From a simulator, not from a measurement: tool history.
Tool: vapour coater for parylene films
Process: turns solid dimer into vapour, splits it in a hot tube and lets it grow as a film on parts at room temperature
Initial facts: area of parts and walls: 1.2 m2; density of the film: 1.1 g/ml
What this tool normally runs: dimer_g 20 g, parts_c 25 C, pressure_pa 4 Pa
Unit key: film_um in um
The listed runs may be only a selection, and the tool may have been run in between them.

run 1 hour=0 | dimer_g=20 parts_c=25 pressure_pa=4 | film_um=8.44
run 2 hour=33.6 | dimer_g=20 parts_c=25 pressure_pa=4 | film_um=8.41
run 3 hour=73.2 | dimer_g=20 parts_c=25 pressure_pa=4 | film_um=8.29
run 4 hour=94.5 | dimer_g=20 parts_c=25 pressure_pa=4 | film_um=8.22
run 5 hour=111.6 | dimer_g=29 parts_c=25 pressure_pa=4 | film_um=11.74
run 6 hour=145.6 | dimer_g=29 parts_c=25 pressure_pa=4 | film_um=11.76
run 7 hour=167.6 | dimer_g=29 parts_c=25 pressure_pa=4 | film_um=11.86
run 8 hour=186 | dimer_g=29 parts_c=25 pressure_pa=4 | film_um=11.64
-- hour=189.8 table's thermometer calibrated
-- hour=219.3 trap's valve overhauled
run 9 hour=220.9 | dimer_g=29 parts_c=25 pressure_pa=4 | film_um=13.31
run 10 hour=247.1 | dimer_g=20 parts_c=25 pressure_pa=9.15 | film_um=7.65
run 11 hour=271.6 | dimer_g=12 parts_c=25 pressure_pa=3.84 | film_um=5.26
run 12 hour=295.7 | dimer_g=14 parts_c=25 pressure_pa=6.44 | film_um=5.78
run 13 hour=331.3 | dimer_g=9 parts_c=27 pressure_pa=5.15 | film_um=3.61
-- hour=357.1 table's thermometer calibrated, once more
run 14 hour=364.9 | dimer_g=9 parts_c=27 pressure_pa=2.72 | film_um=4.02
run 15 hour=394.5 | dimer_g=34 parts_c=21 pressure_pa=4 | film_um=17.01
run 16 hour=422.7 | dimer_g=34 parts_c=20 pressure_pa=5.04 | film_um=16.72
run 17 hour=451.2 | dimer_g=34 parts_c=22 pressure_pa=3.76 | film_um=16.55

What if the next run were any one of these 4? Each begins from the tool's condition after run 17:
run A hour=482.7 | dimer_g=34 parts_c=22 pressure_pa=3.9 | film_um=?
run B hour=482.7 | dimer_g=13 parts_c=19 pressure_pa=8.06 | film_um=?
run C hour=482.7 | dimer_g=30 parts_c=35 pressure_pa=5.86 | film_um=?
run D hour=482.7 | dimer_g=34 parts_c=28 pressure_pa=3.76 | film_um=?

run=A film_um=16.16
run=B film_um=5.95
run=C film_um=9.03
run=D film_um=13.71
Without the tool's hidden state the same runs would have given:
run=A film_um=17.04
run=B film_um=6.28
run=C film_um=9.53
run=D film_um=14.46
